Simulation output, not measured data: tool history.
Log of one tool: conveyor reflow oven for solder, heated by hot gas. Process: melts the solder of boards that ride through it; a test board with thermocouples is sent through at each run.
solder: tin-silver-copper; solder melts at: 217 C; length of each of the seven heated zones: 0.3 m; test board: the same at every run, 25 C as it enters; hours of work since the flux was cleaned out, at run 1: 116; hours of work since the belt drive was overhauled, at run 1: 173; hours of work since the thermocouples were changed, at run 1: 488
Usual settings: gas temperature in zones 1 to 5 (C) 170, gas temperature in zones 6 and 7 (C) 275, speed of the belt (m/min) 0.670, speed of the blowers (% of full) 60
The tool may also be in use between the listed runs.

run	day	gas temperature in zones 1 to 5 (C)	gas temperature in zones 6 and 7 (C)	speed of the belt (m/min)	speed of the blowers (% of full)	hours of work since the flux was cleaned out	hours of work since the belt drive was overhauled	hours of work since the thermocouples were changed	highest temperature of the board (C)	time above the solder's melting point (s)
1	0.000	170	275	0.670	60	116	173	488	252.8	39.1
2	1.271	183	275	0.670	60	133	190	504	255.2	43.5
3	1.946	183	275	0.670	60	142	199	513	255.5	43.6
4	3.208	170	267	0.670	60	158	216	530	246.2	35.1
5	4.396	170	267	0.670	60	174	231	546	245.9	35.1
6	5.167	170	275	0.670	53	184	241	556	251.1	37.8
# day 6.212: flux residue cleaned out of gas plates and filters
7	6.392	170	275	0.670	53	2	255	569	251.9	38.3
8	7.142	170	275	0.670	60	12	265	579	253.5	39.6
9	8.067	170	275	0.670	60	24	277	591	253.5	39.6
10	8.771	170	275	0.670	60	34	286	600	253.3	39.9
11	9.933	155	275	0.670	60	49	301	616	250.8	34.2
12	11.150	155	275	0.670	60	65	317	632	250.6	34.6
13	12.158	155	275	0.670	60	78	330	645	250.4	34.2
14	12.954	170	270	0.670	60	89	341	655	249.1	37.4
15	14.204	170	270	0.670	60	105	357	672	249.0	37.6
16	15.192	170	270	0.670	60	118	370	685	248.9	37.4
17	16.183	170	268	0.670	82	131	383	698	251.5	39.2
18	17.004	173	275	0.670	60	142	394	708	253.9	40.5
19	17.650	155	285	0.670	60	150	403	717	258.2	38.0
# day 17.867: thermocouples of zones 6 and 7 changed
20	18.992	155	285	0.670	60	167	419	15	259.8	38.9
21	19.812	170	272	0.615	59	178	430	26	254.4	43.9
22	21.000	166	275	0.735	60	193	446	41	249.1	32.9
# day 21.379: flux residue cleaned out of gas plates and filters
23	21.850	173	275	0.735	60	6	454	50	251.4	34.7
24	23.025	173	275	0.735	60	22	469	65	251.4	35.1
25	23.712	170	275	0.626	60	31	478	74	256.9	44.6
26	24.542	175	283	0.670	57	42	489	85	261.2	44.2
27	25.346	175	283	0.670	57	52	500	96	261.4	44.5

4 ways to go on from here, each from the tool as it stands after run 27. What would each give?
A	26.038	170	275	0.670	52	61	509	105	?	?
B	26.038	170	275	0.670	52	61	509	105	?	?
C	26.038	175	283	0.636	57	61	509	105	?	?
D	26.038	156	276	0.584	57	61	509	105	?	?

run	highest temperature of the board (C)	time above the solder's melting point (s)
A	251.9	38.3
B	251.8	38.7
C	263.0	48.1
D	256.8	44.7
Without the tool's hidden state the same runs would have given:
run	highest temperature of the board (C)	time above the solder's melting point (s)
A	252.2	38.0
B	252.1	38.3
C	263.3	47.6
D	257.1	44.3
